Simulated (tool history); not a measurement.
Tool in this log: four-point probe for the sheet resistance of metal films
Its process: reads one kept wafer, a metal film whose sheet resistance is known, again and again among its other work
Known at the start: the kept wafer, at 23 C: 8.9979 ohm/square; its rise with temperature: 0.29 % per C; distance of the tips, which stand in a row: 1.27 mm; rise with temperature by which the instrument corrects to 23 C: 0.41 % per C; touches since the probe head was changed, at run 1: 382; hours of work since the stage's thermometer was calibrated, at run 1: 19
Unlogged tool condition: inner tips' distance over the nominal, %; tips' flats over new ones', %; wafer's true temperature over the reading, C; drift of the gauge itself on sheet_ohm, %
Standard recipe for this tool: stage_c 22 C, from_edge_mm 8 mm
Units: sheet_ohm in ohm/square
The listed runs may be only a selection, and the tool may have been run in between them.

| run | hour | stage_c | from_edge_mm | touches since the probe head was changed | hours of work since the stage's thermometer was calibrated | sheet_ohm |
|---|---|---|---|---|---|---|
| 1 | 0 | 22 | 8 | 382 | 19 | 9.130416 |
| 2 | 7.4 | 22 | 8 | 555 | 23 | 9.127407 |
| 3 | 24.1 | 22 | 7 | 946 | 32 | 9.164089 |
| 4 | 38.9 | 24 | 8 | 1293 | 40 | 9.108133 |
| 5 | 54.7 | 24 | 8 | 1663 | 49 | 9.106796 |
| 6 | 63.8 | 24 | 8 | 1876 | 54 | 9.107131 |
| 7 | 78.4 | 26 | 8 | 2216 | 62 | 9.086041 |
| 8 | 87.6 | 26 | 8 | 2433 | 67 | 9.084705 |
| 9 | 98.7 | 26 | 8 | 2692 | 73 | 9.086004 |
| 10 | 110.7 | 26 | 8 | 2973 | 80 | 9.084763 |
| 11 | 122.2 | 26 | 8 | 3243 | 86 | 9.085045 |
| 12 | 133.3 | 26 | 8 | 3501 | 92 | 9.084473 |
| 13 | 150.2 | 26 | 8 | 3897 | 101 | 9.085002 |
| 14 | 167.3 | 26 | 8 | 4298 | 111 | 9.087278 |
| 15 | 185.2 | 26 | 8 | 4717 | 121 | 9.083098 |
| 16 | 196 | 19 | 7 | 4969 | 127 | 9.197816 |
| 17 | 205.2 | 20 | 4 | 5185 | 132 | 9.494586 |
| 18 | 221.9 | 20 | 4 | 5576 | 141 | 9.491704 |
| 19 | 230.2 | 19 | 7 | 5769 | 145 | 9.197474 |

4 options for the next run, each taken on its own from the tool as it stands now. Forecast them:
| A | 247.8 | 22 | 74 | 6180 | 155 | ? |
| B | 247.8 | 22 | 4 | 6180 | 155 | ? |
| C | 247.8 | 22 | 36 | 6180 | 155 | ? |
| D | 247.8 | 25 | 28 | 6180 | 155 | ? |

| run | sheet_ohm |
|---|---|
| A | 9.009067 |
| B | 9.467566 |
| C | 9.014373 |
| D | 8.987329 |
Take away the tool's hidden state, keep each run's random variation, and the runs would have read:
| run | sheet_ohm |
|---|---|
| A | 9.010151 |
| B | 9.4687 |
| C | 9.015458 |
| D | 8.988411 |
